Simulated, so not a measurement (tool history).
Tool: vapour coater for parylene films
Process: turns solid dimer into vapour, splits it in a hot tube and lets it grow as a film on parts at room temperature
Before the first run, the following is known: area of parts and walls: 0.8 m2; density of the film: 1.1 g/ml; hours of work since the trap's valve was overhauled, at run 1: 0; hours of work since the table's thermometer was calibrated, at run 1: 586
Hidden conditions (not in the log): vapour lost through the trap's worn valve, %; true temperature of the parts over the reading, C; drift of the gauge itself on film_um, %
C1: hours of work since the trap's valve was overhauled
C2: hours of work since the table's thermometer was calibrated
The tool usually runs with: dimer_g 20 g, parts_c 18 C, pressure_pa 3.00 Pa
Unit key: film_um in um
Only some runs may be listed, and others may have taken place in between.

{"run": 1, "hour": 0.0, "dimer_g": 20, "parts_c": 18, "pressure_pa": 3.0, "C1": 0, "C2": 586, "film_um": 11.58}
{"run": 2, "hour": 26.2, "dimer_g": 20, "parts_c": 18, "pressure_pa": 3.0, "C1": 20, "C2": 606, "film_um": 11.54}
{"run": 3, "hour": 51.1, "dimer_g": 20, "parts_c": 18, "pressure_pa": 3.0, "C1": 39, "C2": 625, "film_um": 11.56}
{"run": 4, "hour": 73.4, "dimer_g": 20, "parts_c": 18, "pressure_pa": 3.0, "C1": 56, "C2": 642, "film_um": 11.89}
{"run": 5, "hour": 89.1, "dimer_g": 20, "parts_c": 18, "pressure_pa": 3.0, "C1": 68, "C2": 655, "film_um": 11.81}
{"run": 6, "hour": 119.6, "dimer_g": 20, "parts_c": 18, "pressure_pa": 3.0, "C1": 92, "C2": 678, "film_um": 11.7}
{"run": 7, "hour": 148.9, "dimer_g": 20, "parts_c": 18, "pressure_pa": 3.0, "C1": 114, "C2": 700, "film_um": 11.61}
{"run": 8, "hour": 187.2, "dimer_g": 20, "parts_c": 18, "pressure_pa": 8.85, "C1": 143, "C2": 730, "film_um": 9.04}
{"run": 9, "hour": 213.5, "dimer_g": 20, "parts_c": 18, "pressure_pa": 8.85, "C1": 163, "C2": 750, "film_um": 8.91}
{"run": 10, "hour": 250.3, "dimer_g": 20, "parts_c": 18, "pressure_pa": 3.0, "C1": 192, "C2": 778, "film_um": 11.77}
{"run": 11, "hour": 272.9, "dimer_g": 20, "parts_c": 18, "pressure_pa": 3.0, "C1": 209, "C2": 795, "film_um": 11.7}
{"run": 12, "hour": 302.9, "dimer_g": 20, "parts_c": 18, "pressure_pa": 3.0, "C1": 232, "C2": 818, "film_um": 11.78}
{"run": 13, "hour": 330.6, "dimer_g": 20, "parts_c": 18, "pressure_pa": 3.0, "C1": 253, "C2": 839, "film_um": 11.58}
{"run": 14, "hour": 348.8, "dimer_g": 20, "parts_c": 18, "pressure_pa": 5.26, "C1": 267, "C2": 853, "film_um": 10.19}
{"run": 15, "hour": 381.6, "dimer_g": 20, "parts_c": 18, "pressure_pa": 3.0, "C1": 292, "C2": 878, "film_um": 11.69}
{"run": 16, "hour": 403.4, "dimer_g": 20, "parts_c": 18, "pressure_pa": 3.0, "C1": 309, "C2": 895, "film_um": 11.49}
{"run": 17, "hour": 436.4, "dimer_g": 20, "parts_c": 18, "pressure_pa": 7.91, "C1": 334, "C2": 920, "film_um": 9.22}
{"run": 18, "hour": 472.8, "dimer_g": 34, "parts_c": 12, "pressure_pa": 2.36, "C1": 362, "C2": 948, "film_um": 23.72}
{"run": 19, "hour": 508.2, "dimer_g": 21, "parts_c": 22, "pressure_pa": 3.0, "C1": 389, "C2": 975, "film_um": 11.54}
{"run": 20, "hour": 541.4, "dimer_g": 21, "parts_c": 22, "pressure_pa": 3.0, "C1": 414, "C2": 1001, "film_um": 11.36}
{"run": 21, "hour": 571.2, "dimer_g": 21, "parts_c": 22, "pressure_pa": 3.0, "C1": 437, "C2": 1024, "film_um": 11.28}
{"run": 22, "hour": 607.1, "dimer_g": 20, "parts_c": 22, "pressure_pa": 3.0, "C1": 465, "C2": 1051, "film_um": 10.75}
{"run": 23, "hour": 637.2, "dimer_g": 20, "parts_c": 22, "pressure_pa": 3.0, "C1": 488, "C2": 1074, "film_um": 10.84}
{"run": 24, "hour": 663.5, "dimer_g": 27, "parts_c": 18, "pressure_pa": 5.55, "C1": 508, "C2": 1094, "film_um": 13.44}
{"run": 25, "hour": 681.2, "dimer_g": 27, "parts_c": 18, "pressure_pa": 5.55, "C1": 522, "C2": 1108, "film_um": 13.33}
{"run": 26, "hour": 716.0, "dimer_g": 13, "parts_c": 23, "pressure_pa": 3.0, "C1": 548, "C2": 1134, "film_um": 6.79}
{"run": 27, "hour": 732.6, "dimer_g": 13, "parts_c": 23, "pressure_pa": 3.0, "C1": 561, "C2": 1147, "film_um": 6.94}
{"run": 28, "hour": 749.3, "dimer_g": 13, "parts_c": 23, "pressure_pa": 3.0, "C1": 574, "C2": 1160, "film_um": 6.87}
{"hour": 761.9, "done": "trap's valve overhauled"}
{"run": 29, "hour": 774.9, "dimer_g": 20, "parts_c": 18, "pressure_pa": 9.22, "C1": 10, "C2": 1176, "film_um": 8.83}
{"run": 30, "hour": 793.1, "dimer_g": 9, "parts_c": 18, "pressure_pa": 9.22, "C1": 24, "C2": 1190, "film_um": 3.98}
{"run": 31, "hour": 814.6, "dimer_g": 20, "parts_c": 23, "pressure_pa": 2.2, "C1": 40, "C2": 1207, "film_um": 11.61}
{"run": 32, "hour": 848.7, "dimer_g": 23, "parts_c": 20, "pressure_pa": 3.08, "C1": 66, "C2": 1233, "film_um": 12.88}
{"run": 33, "hour": 877.5, "dimer_g": 26, "parts_c": 10, "pressure_pa": 3.0, "C1": 88, "C2": 1255, "film_um": 17.94}
{"run": 34, "hour": 903.4, "dimer_g": 26, "parts_c": 10, "pressure_pa": 3.0, "C1": 108, "C2": 1275, "film_um": 17.8}

Consider 3 possible next runs. They are alternatives, not a sequence: every one starts from the tool as it was left by run 34. What does each give?
{"run": "A", "hour": 938.9, "dimer_g": 26, "parts_c": 10, "pressure_pa": 2.23, "C1": 135, "C2": 1302, "film_um": "?"}
{"run": "B", "hour": 938.9, "dimer_g": 28, "parts_c": 18, "pressure_pa": 2.39, "C1": 135, "C2": 1302, "film_um": "?"}
{"run": "C", "hour": 938.9, "dimer_g": 35, "parts_c": 18, "pressure_pa": 7.62, "C1": 135, "C2": 1302, "film_um": "?"}

run=A film_um=19.08
run=B film_um=17.25
run=C film_um=15.93
Had the tool no hidden state, the same runs would have come out as:
run=A film_um=19.10
run=B film_um=17.27
run=C film_um=15.95
